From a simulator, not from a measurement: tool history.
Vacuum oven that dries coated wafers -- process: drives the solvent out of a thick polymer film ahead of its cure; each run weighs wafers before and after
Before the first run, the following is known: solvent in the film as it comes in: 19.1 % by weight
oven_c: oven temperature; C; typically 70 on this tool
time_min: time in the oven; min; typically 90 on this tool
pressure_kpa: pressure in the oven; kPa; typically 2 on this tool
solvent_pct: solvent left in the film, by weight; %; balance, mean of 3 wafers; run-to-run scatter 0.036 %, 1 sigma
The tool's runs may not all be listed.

| run | hour | oven_c | time_min | pressure_kpa | solvent_pct |
|---|---|---|---|---|---|
| 1 | 0 | 70 | 90 | 2 | 2.07 |
| 2 | 28.1 | 70 | 90 | 2 | 2.08 |
| 3 | 68.8 | 70 | 90 | 2 | 2.09 |
| 4 | 102.1 | 70 | 90 | 2 | 2.07 |
| 5 | 140.2 | 70 | 90 | 2 | 2.08 |
| 6 | 197.9 | 70 | 90 | 2 | 2.14 |
| 7 | 233.8 | 70 | 90 | 2 | 2.09 |
| 8 | 294.5 | 70 | 90 | 2 | 2.09 |
| 9 | 331.6 | 70 | 90 | 2 | 2.07 |
| 10 | 362.8 | 70 | 94 | 2 | 2.02 |
| 11 | 404.6 | 70 | 90 | 5.36 | 3.32 |
| 12 | 434.1 | 77 | 90 | 2 | 0.92 |
| 13 | 484.5 | 70 | 90 | 2 | 2.13 |
| 14 | 541.9 | 70 | 90 | 2 | 2.07 |
| 15 | 590 | 70 | 90 | 2 | 2.1 |
| 16 | 642.8 | 70 | 90 | 2 | 2.04 |
| 17 | 678.4 | 70 | 90 | 2 | 2.06 |
| 18 | 726.9 | 74 | 90 | 2 | 1.17 |
|  | 747.5 | oven's thermocouples calibrated |
| 19 | 793.1 | 74 | 90 | 2 | 1.23 |
| 20 | 827.2 | 73 | 90 | 2 | 1.47 |
| 21 | 855.5 | 73 | 90 | 2 | 1.43 |
| 22 | 916.8 | 83 | 90 | 2 | 0.51 |
| 23 | 979.3 | 83 | 90 | 4.38 | 1.04 |
| 24 | 1037.4 | 57 | 144 | 2.24 | 5.08 |
| 25 | 1066.7 | 57 | 144 | 2.24 | 5.09 |
| 26 | 1116.9 | 57 | 144 | 3.72 | 5.89 |
| 27 | 1146.8 | 70 | 57 | 1.84 | 3.9 |
| 28 | 1175.4 | 70 | 57 | 1.84 | 3.88 |
| 29 | 1231.3 | 70 | 90 | 1.11 | 1.77 |
| 30 | 1295.6 | 77 | 50 | 2.46 | 2.26 |
| 31 | 1326.8 | 77 | 50 | 2.46 | 2.3 |
| 32 | 1354.6 | 77 | 50 | 2.46 | 2.22 |
| 33 | 1402.4 | 77 | 67 | 2.3 | 1.41 |
| 34 | 1463 | 60 | 67 | 2.3 | 7.72 |
| 35 | 1522.9 | 60 | 81 | 2.05 | 6.48 |
| 36 | 1566.6 | 60 | 81 | 2.05 | 6.51 |

Branching from run 36: 5 alternative next runs. What would each branch give?
| A | 1610.1 | 60 | 79 | 4.91 | ? |
| B | 1610.1 | 66 | 81 | 2.05 | ? |
| C | 1610.1 | 71 | 81 | 2.05 | ? |
| D | 1610.1 | 60 | 139 | 2.05 | ? |
| E | 1610.1 | 62 | 81 | 2.05 | ? |

| run | solvent_pct |
|---|---|
| A | 7.9 |
| B | 3.78 |
| C | 2.2 |
| D | 3.81 |
| E | 5.53 |
Had the tool no hidden state, the same runs would have come out as:
| run | solvent_pct |
|---|---|
| A | 7.91 |
| B | 3.79 |
| C | 2.21 |
| D | 3.82 |
| E | 5.54 |
